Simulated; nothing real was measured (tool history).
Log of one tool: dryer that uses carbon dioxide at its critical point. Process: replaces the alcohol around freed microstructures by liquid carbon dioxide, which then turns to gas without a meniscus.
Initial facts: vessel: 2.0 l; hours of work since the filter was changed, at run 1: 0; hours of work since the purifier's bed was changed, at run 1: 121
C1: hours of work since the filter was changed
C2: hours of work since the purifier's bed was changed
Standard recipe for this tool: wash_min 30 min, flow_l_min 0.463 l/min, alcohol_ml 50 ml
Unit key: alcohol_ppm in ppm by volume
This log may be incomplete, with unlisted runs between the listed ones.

Run 1, day 0: usual settings; C1 0; C2 121. Result: alcohol_ppm 102 ppm by volume.
Run 2, day 0.596: usual settings but flow_l_min 0.73 l/min; C1 8; C2 129. Result: alcohol_ppm 30 ppm by volume.
Run 3, day 1.121: usual settings but flow_l_min 0.73 l/min; C1 14; C2 135. Result: alcohol_ppm 25 ppm by volume.
Run 4, day 1.6: usual settings but alcohol_ml 76 ml; C1 20; C2 141. Result: alcohol_ppm 141 ppm by volume.
Run 5, day 1.9: usual settings but alcohol_ml 67 ml; C1 24; C2 145. Result: alcohol_ppm 133 ppm by volume.
Run 6, day 2.275: usual settings but alcohol_ml 24 ml; C1 29; C2 150. Result: alcohol_ppm 72 ppm by volume.
Run 7, day 2.808: usual settings; C1 36; C2 157. Result: alcohol_ppm 111 ppm by volume.
Run 8, day 3.133: usual settings; C1 40; C2 161. Result: alcohol_ppm 109 ppm by volume.
Run 9, day 3.792: usual settings; C1 48; C2 169. Result: alcohol_ppm 110 ppm by volume.
Run 10, day 4.304: usual settings; C1 54; C2 175. Result: alcohol_ppm 104 ppm by volume.
Run 11, day 4.692: usual settings but alcohol_ml 82 ml; C1 59; C2 180. Result: alcohol_ppm 163 ppm by volume.
Run 12, day 5.354: usual settings but alcohol_ml 82 ml; C1 68; C2 189. Result: alcohol_ppm 169 ppm by volume.
Run 13, day 5.746: usual settings but alcohol_ml 82 ml; C1 72; C2 194. Result: alcohol_ppm 164 ppm by volume.
Run 14, day 6.238: usual settings but alcohol_ml 103 ml; C1 79; C2 200. Result: alcohol_ppm 209 ppm by volume.
Run 15, day 6.538: usual settings but alcohol_ml 103 ml; C1 82; C2 204. Result: alcohol_ppm 218 ppm by volume.
Run 16, day 7.062: usual settings but wash_min 19 min, flow_l_min 0.358 l/min, alcohol_ml 103 ml; C1 89; C2 210. Result: alcohol_ppm 3363 ppm by volume.
Run 17, day 7.562: usual settings but wash_min 19 min, flow_l_min 0.403 l/min, alcohol_ml 103 ml; C1 95; C2 216. Result: alcohol_ppm 2360 ppm by volume.
Run 18, day 7.904: usual settings but wash_min 39 min, flow_l_min 0.353 l/min; C1 100; C2 221. Result: alcohol_ppm 139 ppm by volume.
Run 19, day 8.475: usual settings but wash_min 28 min, flow_l_min 0.502 l/min; C1 107; C2 228. Result: alcohol_ppm 111 ppm by volume.
Run 20, day 8.883: usual settings but wash_min 40 min, flow_l_min 0.327 l/min, alcohol_ml 83 ml; C1 112; C2 233. Result: alcohol_ppm 252 ppm by volume.
Run 21, day 9.212: usual settings but wash_min 19 min, flow_l_min 0.774 l/min, alcohol_ml 63 ml; C1 116; C2 237. Result: alcohol_ppm 101 ppm by volume.
Run 22, day 9.575: usual settings but wash_min 44 min, flow_l_min 0.482 l/min, alcohol_ml 26 ml; C1 121; C2 242. Result: alcohol_ppm 46 ppm by volume.

Run 23 has not been measured yet. What should we expect?
Run 23, day 10.192: usual settings but wash_min 44 min, flow_l_min 0.319 l/min, alcohol_ml 70 ml; C1 128; C2 249. Result: alcohol_ppm ?.

Run 23 yielded alcohol_ppm 170 ppm by volume.
Take away the tool's hidden state, keep the run-to-run variation as it was, and the same run would have given alcohol_ppm 106 ppm by volume.

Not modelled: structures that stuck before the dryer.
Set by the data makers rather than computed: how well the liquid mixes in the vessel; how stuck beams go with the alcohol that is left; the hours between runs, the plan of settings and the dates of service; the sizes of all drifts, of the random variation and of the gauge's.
